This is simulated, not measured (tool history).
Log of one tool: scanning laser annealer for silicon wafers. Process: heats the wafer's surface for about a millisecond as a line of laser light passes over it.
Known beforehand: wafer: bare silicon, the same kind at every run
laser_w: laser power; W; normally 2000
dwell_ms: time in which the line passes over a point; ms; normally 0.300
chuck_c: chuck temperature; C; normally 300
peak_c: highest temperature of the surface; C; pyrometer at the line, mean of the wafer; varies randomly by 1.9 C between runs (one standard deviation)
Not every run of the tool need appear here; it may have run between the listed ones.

run 1 hour=0.0 | laser_w=2000 dwell_ms=0.300 chuck_c=300 | peak_c=1084
run 2 hour=12.4 | laser_w=2000 dwell_ms=0.300 chuck_c=300 | peak_c=1087
run 3 hour=23.8 | laser_w=2000 dwell_ms=0.300 chuck_c=300 | peak_c=1083
run 4 hour=38.9 | laser_w=2000 dwell_ms=0.300 chuck_c=300 | peak_c=1087
run 5 hour=46.2 | laser_w=2000 dwell_ms=0.300 chuck_c=300 | peak_c=1084
run 6 hour=53.0 | laser_w=2000 dwell_ms=0.300 chuck_c=300 | peak_c=1084
run 7 hour=64.9 | laser_w=2000 dwell_ms=0.300 chuck_c=309 | peak_c=1091
run 8 hour=72.3 | laser_w=2000 dwell_ms=0.300 chuck_c=309 | peak_c=1089
run 9 hour=81.7 | laser_w=2000 dwell_ms=0.300 chuck_c=309 | peak_c=1088
run 10 hour=93.2 | laser_w=2000 dwell_ms=0.300 chuck_c=309 | peak_c=1092
run 11 hour=100.4 | laser_w=2000 dwell_ms=0.300 chuck_c=309 | peak_c=1089
run 12 hour=114.4 | laser_w=2000 dwell_ms=0.300 chuck_c=309 | peak_c=1092
run 13 hour=124.0 | laser_w=2000 dwell_ms=0.300 chuck_c=302 | peak_c=1083
run 14 hour=130.7 | laser_w=2000 dwell_ms=0.300 chuck_c=300 | peak_c=1078
run 15 hour=139.3 | laser_w=2000 dwell_ms=0.300 chuck_c=320 | peak_c=1096
run 16 hour=150.8 | laser_w=2000 dwell_ms=0.300 chuck_c=320 | peak_c=1100
run 17 hour=162.0 | laser_w=2000 dwell_ms=0.300 chuck_c=320 | peak_c=1098
run 18 hour=173.5 | laser_w=2000 dwell_ms=0.300 chuck_c=320 | peak_c=1094
run 19 hour=188.7 | laser_w=2110 dwell_ms=0.300 chuck_c=320 | peak_c=1148
run 20 hour=201.0 | laser_w=2110 dwell_ms=0.300 chuck_c=320 | peak_c=1142
run 21 hour=210.1 | laser_w=2000 dwell_ms=0.300 chuck_c=300 | peak_c=1070
run 22 hour=220.2 | laser_w=2000 dwell_ms=0.300 chuck_c=300 | peak_c=1074
run 23 hour=234.9 | laser_w=2069 dwell_ms=0.300 chuck_c=279 | peak_c=1082
run 24 hour=246.5 | laser_w=1922 dwell_ms=0.279 chuck_c=279 | peak_c=991
run 25 hour=254.6 | laser_w=1922 dwell_ms=0.291 chuck_c=279 | peak_c=1007
run 26 hour=266.1 | laser_w=2000 dwell_ms=0.293 chuck_c=294 | peak_c=1055
run 27 hour=278.0 | laser_w=1931 dwell_ms=0.369 chuck_c=294 | peak_c=1104
run 28 hour=292.1 | laser_w=2000 dwell_ms=0.300 chuck_c=272 | peak_c=1040
-- hour=297.7 optics aligned, line set to its width
run 29 hour=307.9 | laser_w=2000 dwell_ms=0.291 chuck_c=286 | peak_c=1037
run 30 hour=314.6 | laser_w=2000 dwell_ms=0.291 chuck_c=286 | peak_c=1039
run 31 hour=322.3 | laser_w=2000 dwell_ms=0.291 chuck_c=286 | peak_c=1036
run 32 hour=333.0 | laser_w=2000 dwell_ms=0.291 chuck_c=286 | peak_c=1035
run 33 hour=342.5 | laser_w=2000 dwell_ms=0.291 chuck_c=286 | peak_c=1033
run 34 hour=350.4 | laser_w=2000 dwell_ms=0.300 chuck_c=313 | peak_c=1070
run 35 hour=364.5 | laser_w=2000 dwell_ms=0.357 chuck_c=276 | peak_c=1101
-- hour=379.1 optics aligned, line set to its width, once more
run 36 hour=380.1 | laser_w=2000 dwell_ms=0.350 chuck_c=300 | peak_c=1140
run 37 hour=393.2 | laser_w=2000 dwell_ms=0.350 chuck_c=300 | peak_c=1146
run 38 hour=405.0 | laser_w=2000 dwell_ms=0.350 chuck_c=300 | peak_c=1140
run 39 hour=411.6 | laser_w=2000 dwell_ms=0.350 chuck_c=300 | peak_c=1140
run 40 hour=418.1 | laser_w=2199 dwell_ms=0.333 chuck_c=271 | peak_c=1189
run 41 hour=431.4 | laser_w=2199 dwell_ms=0.333 chuck_c=271 | peak_c=1185

3 ways to go on from here, each from the tool as it stands after run 41. What would each give?
run A hour=442.4 | laser_w=2000 dwell_ms=0.300 chuck_c=337 | peak_c=?
run B hour=442.4 | laser_w=2000 dwell_ms=0.221 chuck_c=286 | peak_c=?
run C hour=442.4 | laser_w=1770 dwell_ms=0.300 chuck_c=300 | peak_c=?

run=A peak_c=1117
run=B peak_c=969
run=C peak_c=974
Take away the tool's hidden state, keep each run's random variation, and the runs would have read:
run=A peak_c=1144
run=B peak_c=993
run=C peak_c=998
